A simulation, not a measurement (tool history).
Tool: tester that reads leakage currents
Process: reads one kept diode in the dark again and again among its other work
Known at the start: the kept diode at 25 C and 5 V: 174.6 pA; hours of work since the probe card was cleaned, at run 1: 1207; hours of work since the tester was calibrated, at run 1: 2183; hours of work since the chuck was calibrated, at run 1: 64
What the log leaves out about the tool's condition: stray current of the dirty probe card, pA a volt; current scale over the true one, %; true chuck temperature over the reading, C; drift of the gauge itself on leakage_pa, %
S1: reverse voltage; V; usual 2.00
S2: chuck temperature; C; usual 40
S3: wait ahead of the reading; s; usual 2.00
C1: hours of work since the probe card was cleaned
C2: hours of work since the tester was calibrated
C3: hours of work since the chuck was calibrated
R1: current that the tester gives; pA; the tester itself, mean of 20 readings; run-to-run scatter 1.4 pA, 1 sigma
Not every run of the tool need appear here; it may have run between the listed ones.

run	hour	S1	S2	S3	C1	C2	C3	R1
1	0.0	2.00	40	2.00	1207	2183	64	456.91
2	60.8	2.00	40	2.00	1245	2221	103	458.43
3	103.7	2.00	40	2.00	1272	2248	130	458.80
4	196.5	1.28	40	2.00	1331	2307	188	382.19
5	279.4	1.28	31	2.00	1383	2359	241	177.43
6	328.8	1.28	31	0.53	1414	2391	272	178.26
7	402.3	1.28	31	0.53	1461	2437	318	179.01
8	442.4	1.28	31	0.53	1486	2462	344	179.21
9	531.7	1.28	31	0.53	1543	2519	400	181.19
10	579.2	1.28	31	0.53	1573	2549	430	181.04
11	641.5	2.00	40	2.00	1612	2588	469	475.80
12	681.4	2.00	40	2.00	1637	2613	494	479.08
13	753.5	2.00	40	2.00	1683	2659	540	481.75
# hour 806.0: tester calibrated
14	838.4	2.00	40	2.00	1735	20	592	485.97
15	878.9	2.00	33	2.00	1760	46	618	267.83
# hour 941.7: probe card cleaned and baked
16	969.8	2.00	37	2.00	18	101	673	381.00
17	1047.2	2.00	37	2.00	67	150	722	381.14
18	1102.5	6.99	37	2.00	101	185	757	645.52
19	1171.0	12.59	40	2.00	145	229	800	1068.16
20	1249.6	2.00	40	2.00	194	278	850	495.82
21	1327.6	4.16	40	1.57	244	327	899	680.42
22	1389.2	4.16	40	1.57	282	366	938	686.57
23	1430.4	4.16	40	1.57	308	392	964	686.45
24	1480.9	4.16	40	1.57	340	424	996	688.18
25	1535.2	1.51	40	3.10	375	458	1030	452.10
26	1601.5	1.69	40	2.00	416	500	1072	477.28
27	1664.4	7.18	41	5.00	456	540	1112	944.66
28	1754.7	2.82	51	0.81	513	597	1169	1449.15
29	1831.3	2.82	51	0.81	562	645	1217	1440.47
30	1890.8	4.29	51	0.95	599	683	1255	1737.40
31	1945.9	4.29	51	0.95	634	718	1290	1736.09
32	2026.9	2.00	25	2.00	685	769	1341	141.91
33	2071.2	2.73	25	9.19	713	797	1369	162.34
34	2155.8	2.73	25	9.19	766	850	1422	162.44
35	2207.0	2.73	38	9.19	799	882	1454	513.43
36	2296.4	2.73	38	9.19	855	939	1511	511.97
37	2350.4	2.73	38	9.19	889	973	1545	515.69
# hour 2370.1: chuck's temperature calibrated
38	2414.0	19.25	20	6.34	928	1012	28	196.28
39	2498.4	2.00	35	2.00	981	1065	81	291.03
40	2577.2	2.53	29	0.45	1031	1115	131	192.51

Each run again, without the hidden state but with its own random variation kept:
run	R1
1	451.34
2	451.06
3	450.10
4	372.59
5	171.23
6	171.44
7	171.27
8	171.03
9	171.84
10	171.16
11	449.82
12	451.65
13	452.01
14	449.47
15	245.74
16	349.84
17	348.19
18	587.43
19	969.21
20	447.70
21	610.78
22	613.92
23	612.15
24	611.96
25	400.67
26	420.93
27	829.64
28	1276.90
29	1263.14
30	1518.55
31	1512.16
32	119.54
33	136.23
34	135.51
35	434.63
36	430.86
37	432.32
38	191.86
39	291.84
40	191.52
